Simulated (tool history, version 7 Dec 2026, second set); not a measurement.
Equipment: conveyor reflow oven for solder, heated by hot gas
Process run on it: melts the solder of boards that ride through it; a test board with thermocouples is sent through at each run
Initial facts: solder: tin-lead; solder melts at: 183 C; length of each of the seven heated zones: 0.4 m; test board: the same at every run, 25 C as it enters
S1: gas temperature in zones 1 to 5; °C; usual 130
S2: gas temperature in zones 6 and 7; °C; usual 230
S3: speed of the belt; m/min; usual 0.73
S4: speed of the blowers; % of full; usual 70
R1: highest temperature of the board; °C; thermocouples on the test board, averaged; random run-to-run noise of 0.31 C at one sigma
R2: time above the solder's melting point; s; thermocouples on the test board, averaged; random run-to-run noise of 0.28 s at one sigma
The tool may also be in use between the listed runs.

run,day,S1,S2,S3,S4,R1,R2
1,0,130,230,0.73,70,210.4,42.5
2,0.842,130,230,0.73,70,212.2,43.9
3,1.458,130,230,0.73,70,211.8,43.6
4,2.092,130,230,0.73,70,211.9,44
5,2.558,130,230,0.73,70,212.3,43.2
6,3.158,130,230,0.73,70,211.7,43.9
7,3.55,130,230,0.73,70,212.2,43.8
8,3.954,123,230,0.6,87,219.8,60.4
9,4.238,137,228,0.681,58,210.1,47.8
10,4.883,126,230,0.772,64,207.4,36.1
11,5.312,119,230,0.73,60,206.9,36.1
12,5.638,123,221,0.749,50,196,22.8
13,6.112,123,221,0.749,56,197.8,25.5
14,6.762,123,242,0.749,69,219.4,45.9

Withheld: 1 entry from between the runs. Position of each, and hidden state at the listed run before versus the listed run after:
Runs 1 to 2: flux residue cleaned out of gas plates and filters (day 0.517)
  heat that the gas passes to the board, % of a clean oven's: 94.2 -> 99.6; belt's true speed, % of the reading: 98.57 -> 98.55; true gas temperature in zones 6 and 7 over the reading, C: -0.54 -> -0.56
  difference, measured minus the result without the unlogged condition, R1: -1.6 -> -0.1 °C; R2: -0.9 -> +0.6 s
